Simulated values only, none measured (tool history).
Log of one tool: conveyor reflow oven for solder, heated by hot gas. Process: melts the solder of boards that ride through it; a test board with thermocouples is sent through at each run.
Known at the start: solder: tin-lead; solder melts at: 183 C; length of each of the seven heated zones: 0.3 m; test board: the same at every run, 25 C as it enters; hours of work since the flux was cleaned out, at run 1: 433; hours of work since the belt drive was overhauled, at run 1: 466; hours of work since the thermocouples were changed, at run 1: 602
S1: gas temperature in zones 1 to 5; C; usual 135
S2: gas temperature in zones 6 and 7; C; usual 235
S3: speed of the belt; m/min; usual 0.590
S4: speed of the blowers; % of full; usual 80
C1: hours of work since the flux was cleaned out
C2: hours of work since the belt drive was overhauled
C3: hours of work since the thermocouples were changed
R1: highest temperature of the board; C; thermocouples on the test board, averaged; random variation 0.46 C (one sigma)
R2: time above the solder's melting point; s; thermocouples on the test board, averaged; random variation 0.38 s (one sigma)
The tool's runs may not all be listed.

run,day,S1,S2,S3,S4,C1,C2,C3,R1,R2
1,0.000,135,235,0.590,80,433,466,602,216.7,45.5
2,2.346,135,235,0.590,80,456,489,625,218.2,45.1
3,4.896,135,235,0.590,72,482,515,651,215.0,43.8
# day 5.379: flux residue cleaned out of gas plates and filters
4,7.429,135,235,0.590,80,21,539,675,220.1,47.0
5,10.229,135,232,0.590,80,49,567,703,216.0,45.5
6,12.750,135,232,0.590,80,74,592,729,216.9,45.7
7,14.683,135,232,0.590,80,94,612,748,215.4,45.9
8,17.412,135,232,0.590,80,122,640,776,215.7,45.6
9,18.854,135,235,0.590,80,136,654,790,218.8,46.5
10,20.546,135,235,0.590,80,153,671,807,218.1,46.7
11,22.296,135,235,0.590,80,171,689,825,218.2,46.6
# day 24.275: thermocouples of zones 6 and 7 changed
12,25.350,135,235,0.590,80,201,719,11,219.9,46.7
13,28.312,135,235,0.590,80,231,749,41,219.1,47.7
14,30.808,135,235,0.590,80,256,774,66,218.8,46.9
15,34.271,135,235,0.590,80,291,809,101,218.9,46.2
16,35.950,148,228,0.590,58,308,826,118,212.1,45.2
17,38.846,135,228,0.590,66,337,855,147,210.0,40.1
18,41.421,135,228,0.590,66,363,881,173,210.1,40.3
19,43.962,135,228,0.590,69,389,907,199,210.6,41.3
20,46.208,135,228,0.590,69,412,930,222,210.2,40.3
21,49.100,148,233,0.590,69,441,959,251,216.2,49.1
# day 50.012: belt drive overhauled, speed set with a stopwatch
22,51.558,132,234,0.590,86,464,16,274,217.0,43.7
# day 53.792: flux residue cleaned out of gas plates and filters
23,53.792,132,234,0.590,86,0,36,295,219.7,46.3
24,56.942,138,234,0.535,86,32,68,326,222.7,55.4
25,58.817,141,226,0.590,80,51,87,345,212.6,44.8
26,62.154,138,247,0.590,79,85,121,379,230.0,53.2
27,65.042,128,235,0.513,69,114,150,408,221.0,52.8
28,67.142,135,225,0.506,67,135,171,430,211.8,50.3
29,70.304,132,225,0.574,87,167,203,461,211.3,42.8
30,73.588,132,225,0.574,87,200,236,495,211.2,42.0

Hidden state at the last listed run before each entry between runs and at the first one after, where it differs:
Between runs 3 and 4: flux residue cleaned out of gas plates and filters (day 5.379)
  heat that the gas passes to the board, % of a clean oven's: 86.1 -> 97.8; belt's true speed, % of the reading: 99.25 -> 99.22; true gas temperature in zones 6 and 7 over the reading, C: -1.72 -> -1.78
  measured less the result without the state, R1: -4.6 -> -1.9 C; R2: -2.9 -> -0.7 s
Between runs 11 and 12: thermocouples of zones 6 and 7 changed (day 24.275)
  heat that the gas passes to the board, % of a clean oven's: 94.1 -> 93.4; belt's true speed, % of the reading: 99.07 -> 99.04; true gas temperature in zones 6 and 7 over the reading, C: -2.18 -> -0.48
  measured less the result without the state, R1: -3.0 -> -1.7 C; R2: -1.4 -> -0.7 s
Between runs 21 and 22: belt drive overhauled, speed set with a stopwatch (day 50.012)
  heat that the gas passes to the board, % of a clean oven's: 87.7 -> 87.1; belt's true speed, % of the reading: 98.8 -> 99.94; true gas temperature in zones 6 and 7 over the reading, C: -1.12 -> -1.18
  measured less the result without the state, R1: -3.1 -> -4.3 C; R2: -1.5 -> -3.0 s
Between runs 22 and 23: flux residue cleaned out of gas plates and filters (day 53.792)
  heat that the gas passes to the board, % of a clean oven's: 87.1 -> 99.7; belt's true speed, % of the reading: 99.94 -> 99.92; true gas temperature in zones 6 and 7 over the reading, C: -1.18 -> -1.23
  measured less the result without the state, R1: -4.3 -> -1.1 C; R2: -3.0 -> -0.6 s

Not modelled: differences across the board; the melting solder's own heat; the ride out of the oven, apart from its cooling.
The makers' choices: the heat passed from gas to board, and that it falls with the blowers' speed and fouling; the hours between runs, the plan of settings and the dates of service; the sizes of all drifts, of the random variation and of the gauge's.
